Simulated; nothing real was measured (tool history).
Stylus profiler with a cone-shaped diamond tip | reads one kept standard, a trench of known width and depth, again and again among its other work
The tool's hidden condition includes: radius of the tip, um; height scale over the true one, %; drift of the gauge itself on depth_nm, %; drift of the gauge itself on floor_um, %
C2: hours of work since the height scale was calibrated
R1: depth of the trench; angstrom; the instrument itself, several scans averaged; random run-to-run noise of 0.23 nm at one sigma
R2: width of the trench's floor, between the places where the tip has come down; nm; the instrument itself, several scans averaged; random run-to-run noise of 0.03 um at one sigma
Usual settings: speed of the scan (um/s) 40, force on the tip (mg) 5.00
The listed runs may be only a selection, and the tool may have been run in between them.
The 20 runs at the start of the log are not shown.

run 21 day=19.050 | speed_of_the_scan_(um/s)=14 force_on_the_tip_(mg)=5.00 | scans_with_this_tip=9919 C2=685 | R1=10146.9 R2=15980
run 22 day=19.675 | speed_of_the_scan_(um/s)=119 force_on_the_tip_(mg)=6.83 | scans_with_this_tip=10043 C2=694 | R1=10179.8 R2=15820
run 23 day=20.304 | speed_of_the_scan_(um/s)=27 force_on_the_tip_(mg)=11.00 | scans_with_this_tip=10168 C2=702 | R1=10245.0 R2=15960
run 24 day=21.188 | speed_of_the_scan_(um/s)=43 force_on_the_tip_(mg)=1.68 | scans_with_this_tip=10343 C2=714 | R1=10074.9 R2=15920
run 25 day=22.221 | speed_of_the_scan_(um/s)=40 force_on_the_tip_(mg)=3.47 | scans_with_this_tip=10548 C2=729 | R1=10114.9 R2=15890
run 26 day=23.467 | speed_of_the_scan_(um/s)=40 force_on_the_tip_(mg)=3.47 | scans_with_this_tip=10794 C2=746 | R1=10114.1 R2=15940
run 27 day=24.525 | speed_of_the_scan_(um/s)=40 force_on_the_tip_(mg)=3.47 | scans_with_this_tip=11003 C2=760 | R1=10112.5 R2=15900
run 28 day=25.662 | speed_of_the_scan_(um/s)=15 force_on_the_tip_(mg)=12.75 | scans_with_this_tip=11229 C2=776 | R1=10274.9 R2=15970
run 29 day=26.833 | speed_of_the_scan_(um/s)=40 force_on_the_tip_(mg)=3.13 | scans_with_this_tip=11461 C2=792 | R1=10108.0 R2=15900

The next listed run, before its measurement:
run 30 day=28.100 | speed_of_the_scan_(um/s)=17 force_on_the_tip_(mg)=8.87 | scans_with_this_tip=11712 C2=809 | R1=? R2=?

R1: 10210.9 angstrom
R2: 15970 nm
With the hidden condition absent and the run-to-run variation left alone, this run would have shown R1 10211.1 angstrom, R2 15980 nm.

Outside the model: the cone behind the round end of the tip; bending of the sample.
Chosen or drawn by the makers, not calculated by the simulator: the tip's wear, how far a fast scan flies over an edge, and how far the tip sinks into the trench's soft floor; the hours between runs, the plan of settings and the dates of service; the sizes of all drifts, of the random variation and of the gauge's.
